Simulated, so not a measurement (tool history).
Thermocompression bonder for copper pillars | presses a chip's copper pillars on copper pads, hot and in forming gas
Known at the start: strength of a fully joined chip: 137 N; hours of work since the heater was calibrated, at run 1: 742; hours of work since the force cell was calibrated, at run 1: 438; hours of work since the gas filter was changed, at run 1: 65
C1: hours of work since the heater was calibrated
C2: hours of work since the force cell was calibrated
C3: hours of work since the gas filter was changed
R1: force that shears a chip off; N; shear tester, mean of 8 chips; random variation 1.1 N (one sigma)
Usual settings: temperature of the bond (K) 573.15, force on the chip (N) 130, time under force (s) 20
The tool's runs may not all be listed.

Run 1, hour 0: usual settings; C1 742; C2 438; C3 65. Result: R1 99.8 N.
Run 2, hour 30.4: usual settings; C1 755; C2 451; C3 78. Result: R1 98.4 N.
Run 3, hour 66.1: usual settings; C1 770; C2 466; C3 93. Result: R1 101.7 N.
Run 4, hour 90.3: usual settings; C1 780; C2 476; C3 103. Result: R1 99.3 N.
Run 5, hour 112.9: usual settings; C1 789; C2 485; C3 112. Result: R1 99.6 N.
At hour 137.4: forming gas filter changed.
Run 6, hour 148: usual settings; C1 804; C2 500; C3 4. Result: R1 98.8 N.
Run 7, hour 167.4: usual settings; C1 812; C2 508; C3 12. Result: R1 100 N.
Run 8, hour 185.8: usual settings; C1 820; C2 516; C3 20. Result: R1 100.5 N.
Run 9, hour 213: usual settings; C1 831; C2 527; C3 31. Result: R1 96.8 N.
Run 10, hour 233.8: usual settings; C1 840; C2 536; C3 40. Result: R1 98 N.
Run 11, hour 260.1: usual settings but temperature of the bond (K) 550.15; C1 850; C2 547; C3 51. Result: R1 78 N.
Run 12, hour 284.7: usual settings but temperature of the bond (K) 574.15, force on the chip (N) 162; C1 861; C2 557; C3 61. Result: R1 112.3 N.
Run 13, hour 321.2: usual settings but temperature of the bond (K) 597.15, force on the chip (N) 162; C1 876; C2 572; C3 76. Result: R1 126.3 N.
Run 14, hour 348.9: usual settings but temperature of the bond (K) 601.15, force on the chip (N) 122; C1 887; C2 583; C3 88. Result: R1 114.8 N.
Run 15, hour 381.2: usual settings but temperature of the bond (K) 590.15, force on the chip (N) 128, time under force (s) 31; C1 901; C2 597; C3 101. Result: R1 116.7 N.
Run 16, hour 401.6: usual settings but temperature of the bond (K) 601.15, force on the chip (N) 101, time under force (s) 24; C1 909; C2 605; C3 110. Result: R1 108.5 N.
Run 17, hour 426.3: usual settings but temperature of the bond (K) 601.15, force on the chip (N) 101, time under force (s) 49; C1 920; C2 616; C3 120. Result: R1 122.7 N.
At hour 431.2: forming gas filter changed.
Run 18, hour 453: usual settings but temperature of the bond (K) 601.15, force on the chip (N) 101, time under force (s) 49; C1 931; C2 627; C3 9. Result: R1 122.8 N.
Run 19, hour 479.9: usual settings but temperature of the bond (K) 578.15, force on the chip (N) 170, time under force (s) 17; C1 942; C2 638; C3 20. Result: R1 111.9 N.
Run 20, hour 498.7: usual settings but temperature of the bond (K) 592.15, force on the chip (N) 104, time under force (s) 27; C1 950; C2 646; C3 28. Result: R1 108.1 N.
Run 21, hour 530.7: usual settings but temperature of the bond (K) 592.15, force on the chip (N) 104, time under force (s) 27; C1 963; C2 659; C3 41. Result: R1 108.7 N.
Run 22, hour 552.1: usual settings but temperature of the bond (K) 550.15, force on the chip (N) 168, time under force (s) 32; C1 972; C2 668; C3 50. Result: R1 107 N.

3 ways to go on from here, each from the tool as it stands after run 22. What would each give?
Run A, hour 569.8: usual settings but temperature of the bond (K) 597.15, force on the chip (N) 94, time under force (s) 17; C1 979; C2 675; C3 58. Result: R1 ?.
Run B, hour 569.8: usual settings but time under force (s) 34; C1 979; C2 675; C3 58. Result: R1 ?.
Run C, hour 569.8: usual settings but temperature of the bond (K) 553.15; C1 979; C2 675; C3 58. Result: R1 ?.

run   R1
  A   95
  B  112
  C   81
Without the tool's hidden state the same runs would have given:
run     R1
  A   95.6
  B  112.6
  C   81.6

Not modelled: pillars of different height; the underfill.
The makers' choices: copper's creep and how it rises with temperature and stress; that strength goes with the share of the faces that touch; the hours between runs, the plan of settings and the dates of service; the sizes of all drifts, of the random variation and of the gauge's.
